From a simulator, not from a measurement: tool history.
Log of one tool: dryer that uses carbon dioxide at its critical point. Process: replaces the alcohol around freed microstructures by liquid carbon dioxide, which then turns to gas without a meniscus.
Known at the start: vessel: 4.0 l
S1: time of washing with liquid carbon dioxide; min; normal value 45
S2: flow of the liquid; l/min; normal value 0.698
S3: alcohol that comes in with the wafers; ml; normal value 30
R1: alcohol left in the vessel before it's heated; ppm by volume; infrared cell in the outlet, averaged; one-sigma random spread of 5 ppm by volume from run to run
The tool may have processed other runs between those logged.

| run | hour | S1 | S2 | S3 | R1 |
|---|---|---|---|---|---|
| 1 | 0 | 45 | 0.698 | 30 | 30 |
| 2 | 16.5 | 45 | 0.609 | 30 | 41 |
| 3 | 24.8 | 45 | 0.698 | 30 | 21 |
| 4 | 33.2 | 45 | 0.698 | 30 | 32 |
| 5 | 49.7 | 45 | 0.698 | 30 | 37 |
| 6 | 57.8 | 45 | 0.698 | 30 | 36 |
| 7 | 73.5 | 45 | 0.698 | 30 | 37 |
| 8 | 81.9 | 71 | 0.698 | 30 | 20 |
| 9 | 96.8 | 45 | 1.129 | 30 | 21 |
| 10 | 109.6 | 45 | 1.129 | 30 | 30 |
| 11 | 125.6 | 45 | 1.129 | 30 | 27 |
| 12 | 134.1 | 45 | 1.129 | 30 | 29 |
| 13 | 145.9 | 45 | 0.698 | 72 | 41 |
| 14 | 160.4 | 45 | 0.698 | 30 | 46 |
| 15 | 171.6 | 45 | 0.698 | 95 | 38 |
| 16 | 187.8 | 45 | 0.575 | 30 | 53 |
| 17 | 202.1 | 45 | 0.698 | 30 | 39 |
| 18 | 210 | 45 | 0.698 | 30 | 35 |
| 19 | 219.6 | 45 | 0.698 | 30 | 39 |
| 20 | 229.1 | 45 | 0.698 | 30 | 36 |
| 21 | 239.7 | 45 | 0.698 | 30 | 43 |
| 22 | 255.9 | 45 | 0.698 | 30 | 37 |
| 23 | 267.9 | 45 | 0.698 | 70 | 49 |
| 24 | 282.1 | 66 | 0.589 | 28 | 38 |
| 25 | 298.7 | 66 | 0.589 | 28 | 40 |
| 26 | 307.5 | 49 | 0.698 | 85 | 49 |
| 27 | 317.3 | 29 | 0.92 | 30 | 58 |
| 28 | 330.6 | 63 | 0.784 | 30 | 41 |
| 29 | 338.6 | 40 | 0.866 | 30 | 42 |
| 30 | 350.3 | 40 | 0.698 | 33 | 46 |
| 31 | 367 | 40 | 0.698 | 33 | 44 |
| 32 | 375.1 | 41 | 1.162 | 46 | 39 |
| 33 | 388.1 | 50 | 1.162 | 46 | 47 |
| 34 | 403 | 50 | 1.162 | 46 | 39 |
| 35 | 416.2 | 50 | 1.162 | 46 | 38 |
| 36 | 428.9 | 69 | 0.555 | 39 | 41 |
| 37 | 441.5 | 43 | 0.798 | 46 | 49 |
| 38 | 453.4 | 43 | 0.798 | 46 | 49 |
| 39 | 466.4 | 43 | 0.798 | 46 | 57 |
| 40 | 482.6 | 43 | 0.798 | 46 | 52 |
| 41 | 493.9 | 43 | 0.591 | 22 | 68 |
| 42 | 505 | 61 | 1.003 | 38 | 45 |
| 43 | 515.1 | 47 | 0.698 | 30 | 50 |
| 44 | 527.7 | 33 | 0.569 | 50 | 245 |
| 45 | 540.2 | 64 | 0.698 | 30 | 46 |
| 46 | 549.7 | 64 | 0.698 | 30 | 58 |

Forecast each of these 3 alternatives for the next run:
| A | 560.7 | 51 | 0.971 | 30 | ? |
| B | 560.7 | 41 | 0.734 | 95 | ? |
| C | 560.7 | 67 | 0.444 | 30 | ? |

| run | R1 |
|---|---|
| A | 45 |
| B | 81 |
| C | 63 |
Take away the tool's hidden state, keep each run's random variation, and the runs would have read:
| run | R1 |
|---|---|
| A | 3 |
| B | 26 |
| C | 16 |

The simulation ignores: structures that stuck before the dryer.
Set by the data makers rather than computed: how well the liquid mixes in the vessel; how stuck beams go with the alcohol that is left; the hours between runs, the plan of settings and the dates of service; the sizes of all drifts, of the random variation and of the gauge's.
